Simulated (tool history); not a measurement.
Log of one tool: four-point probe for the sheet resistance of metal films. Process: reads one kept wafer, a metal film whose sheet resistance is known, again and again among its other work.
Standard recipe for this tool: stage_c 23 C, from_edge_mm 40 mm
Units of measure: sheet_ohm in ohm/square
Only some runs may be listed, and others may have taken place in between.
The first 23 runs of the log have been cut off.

run	day	stage_c	from_edge_mm	touches since the probe head was changed	hours of work since the stage's thermometer was calibrated	sheet_ohm
24	43.462	20	6	79170	459	2.173086
25	45.288	19	40	80938	488	2.158562
26	47.379	34	58	82970	521	2.178713
27	50.225	35	4	85731	566	2.209288
28	52.258	35	4	87704	598	2.209033
29	54.012	18	7	89406	626	2.165069
30	56.596	21	75	91914	667	2.15997
31	59.033	19	9	94280	706	2.162579
32	60.696	23	7	95895	732	2.171549
33	63.517	20	8	98634	776	2.165336
34	65.588	20	8	100643	809	2.164728
35	67.708	22	68	102701	843	2.160612

Alternative continuations, all from the tool just after run 35; predict every row:
A	69.325	33	68	104271	868	?
B	69.325	24	40	104271	868	?
C	69.325	21	42	104271	868	?

run	sheet_ohm
A	2.176074
B	2.163221
C	2.158674
Without the tool's hidden state the same runs would have given:
run	sheet_ohm
A	2.184018
B	2.171169
C	2.166623

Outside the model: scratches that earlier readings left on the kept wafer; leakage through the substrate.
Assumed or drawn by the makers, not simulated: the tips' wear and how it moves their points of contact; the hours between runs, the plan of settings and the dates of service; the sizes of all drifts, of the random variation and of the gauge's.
